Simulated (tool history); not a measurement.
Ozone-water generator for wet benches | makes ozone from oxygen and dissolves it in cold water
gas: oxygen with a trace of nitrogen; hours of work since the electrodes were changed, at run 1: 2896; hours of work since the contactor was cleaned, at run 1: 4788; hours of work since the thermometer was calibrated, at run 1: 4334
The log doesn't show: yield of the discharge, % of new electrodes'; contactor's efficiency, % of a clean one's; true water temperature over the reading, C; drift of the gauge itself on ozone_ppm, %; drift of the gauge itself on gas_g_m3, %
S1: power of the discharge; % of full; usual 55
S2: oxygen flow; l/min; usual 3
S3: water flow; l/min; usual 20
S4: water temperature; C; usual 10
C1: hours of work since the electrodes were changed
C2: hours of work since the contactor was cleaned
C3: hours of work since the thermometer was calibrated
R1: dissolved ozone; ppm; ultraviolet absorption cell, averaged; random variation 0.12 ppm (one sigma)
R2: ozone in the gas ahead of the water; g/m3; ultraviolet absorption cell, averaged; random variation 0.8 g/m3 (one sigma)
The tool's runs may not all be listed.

Run 1, hour 0: usual settings; C1 2896; C2 4788; C3 4334. Result: R1 10.3 ppm, R2 114.7 g/m3.
Run 2, hour 104.8: usual settings; C1 2973; C2 4866; C3 4412. Result: R1 10.1 ppm, R2 114.6 g/m3.
Run 3, hour 210.9: usual settings; C1 3052; C2 4944; C3 4490. Result: R1 10.2 ppm, R2 114.3 g/m3.
Run 4, hour 405.6: usual settings; C1 3195; C2 5087; C3 4633. Result: R1 10.1 ppm, R2 114 g/m3.
Run 5, hour 593.6: usual settings; C1 3334; C2 5226; C3 4772. Result: R1 9.9 ppm, R2 112.7 g/m3.
Run 6, hour 704.7: usual settings; C1 3416; C2 5308; C3 4854. Result: R1 9.9 ppm, R2 112.7 g/m3.
Run 7, hour 889.8: usual settings; C1 3552; C2 5444; C3 4990. Result: R1 10 ppm, R2 111.9 g/m3.
At hour 1005.7: contactor cleaned.
Run 8, hour 1026.4: usual settings; C1 3650; C2 15; C3 5088. Result: R1 10 ppm, R2 110.7 g/m3.
Run 9, hour 1132.8: usual settings; C1 3728; C2 94; C3 5167. Result: R1 9.8 ppm, R2 110.9 g/m3.
Run 10, hour 1266: usual settings; C1 3826; C2 192; C3 5265. Result: R1 9.8 ppm, R2 110.7 g/m3.
Run 11, hour 1373.6: usual settings; C1 3906; C2 271; C3 5344. Result: R1 9.8 ppm, R2 111.5 g/m3.
At hour 1429.9: contactor cleaned, once more.
Run 12, hour 1471.2: usual settings but S1 78 % of full; C1 3975; C2 31; C3 5413. Result: R1 12.8 ppm, R2 134.9 g/m3.
Run 13, hour 1589: usual settings; C1 4061; C2 117; C3 5500. Result: R1 10.4 ppm, R2 111.3 g/m3.
Run 14, hour 1682.4: usual settings; C1 4130; C2 186; C3 5569. Result: R1 10.2 ppm, R2 110.4 g/m3.
Run 15, hour 1806.2: usual settings; C1 4222; C2 277; C3 5660. Result: R1 10.1 ppm, R2 108.6 g/m3.
Run 16, hour 1930: usual settings but S1 44 % of full, S4 16 C; C1 4313; C2 369; C3 5751. Result: R1 8.4 ppm, R2 97 g/m3.
Run 17, hour 2083.7: usual settings but S1 44 % of full, S4 16 C; C1 4426; C2 482; C3 5865. Result: R1 8.3 ppm, R2 96.9 g/m3.
At hour 2263.6: water thermometer calibrated.
Run 18, hour 2273.9: usual settings but S1 44 % of full, S4 16 C; C1 4566; C2 622; C3 8. Result: R1 8.6 ppm, R2 94.9 g/m3.
Run 19, hour 2458.1: usual settings but S4 6 C; C1 4702; C2 758; C3 143. Result: R1 10.4 ppm, R2 107.7 g/m3.
Run 20, hour 2558.6: usual settings but S4 6 C; C1 4776; C2 832; C3 217. Result: R1 10.3 ppm, R2 108.3 g/m3.
Run 21, hour 2716.7: usual settings but S3 21 l/min, S4 13 C; C1 4892; C2 948; C3 334. Result: R1 9.5 ppm, R2 106.3 g/m3.
Run 22, hour 2877.6: usual settings but S3 21 l/min, S4 13 C; C1 5011; C2 1067; C3 453. Result: R1 9.4 ppm, R2 106.6 g/m3.
Run 23, hour 2968.9: usual settings but S1 53 % of full, S2 4.4 l/min, S3 21 l/min, S4 11 C; C1 5078; C2 1134; C3 520. Result: R1 9.3 ppm, R2 82 g/m3.
Run 24, hour 3088.7: usual settings but S1 68 % of full, S2 4.62 l/min, S4 13 C; C1 5167; C2 1222; C3 608. Result: R1 10.9 ppm, R2 90.6 g/m3.
Run 25, hour 3233.8: usual settings but S2 4.6 l/min; C1 5274; C2 1329; C3 715. Result: R1 9.8 ppm, R2 80.5 g/m3.
Run 26, hour 3406.3: usual settings but S3 19 l/min; C1 5401; C2 1457; C3 842. Result: R1 10.1 ppm, R2 105.4 g/m3.
Run 27, hour 3559.8: usual settings but S2 2.16 l/min, S3 26 l/min, S4 6 C; C1 5514; C2 1570; C3 955. Result: R1 7.3 ppm, R2 129.4 g/m3.
Run 28, hour 3752.2: usual settings but S2 3.67 l/min, S3 26 l/min, S4 17 C; C1 5656; C2 1712; C3 1097. Result: R1 7.3 ppm, R2 91.9 g/m3.
Run 29, hour 3917.1: usual settings but S1 98 % of full, S2 3.67 l/min, S3 24 l/min, S4 13 C; C1 5777; C2 1833; C3 1219. Result: R1 11.1 ppm, R2 124.4 g/m3.
Run 30, hour 4057.8: usual settings but S1 98 % of full, S2 3.14 l/min, S3 18 l/min, S4 13 C; C1 5881; C2 1937; C3 1323. Result: R1 13.7 ppm, R2 137.2 g/m3.

Forecast each of these 5 alternatives for the next run:
Run A, hour 4267.8: usual settings but S2 3.06 l/min, S3 21 l/min, S4 16 C; C1 6036; C2 2092; C3 1477. Result: R1 ?, R2 ?.
Run B, hour 4267.8: usual settings but S2 4.64 l/min, S3 19 l/min, S4 12 C; C1 6036; C2 2092; C3 1477. Result: R1 ?, R2 ?.
Run C, hour 4267.8: usual settings but S1 98 % of full, S2 3.14 l/min, S3 23 l/min, S4 6 C; C1 6036; C2 2092; C3 1477. Result: R1 ?, R2 ?.
Run D, hour 4267.8: usual settings but S3 23 l/min; C1 6036; C2 2092; C3 1477. Result: R1 ?, R2 ?.
Run E, hour 4267.8: usual settings but S1 66 % of full, S2 1.53 l/min, S3 18 l/min, S4 13 C; C1 6036; C2 2092; C3 1477. Result: R1 ?, R2 ?.

run    R1     R2
  A   8.6  100.2
  B   9.5   75.8
  C  11.9  135.1
  D   8.5  101.6
  E  10.2  174.8
Without the tool's hidden state the same runs would have given:
run    R1     R2
  A  10.8  123.2
  B    12   93.3
  C  16.2  180.6
  D  10.6  124.9
  E  13.1  220.5
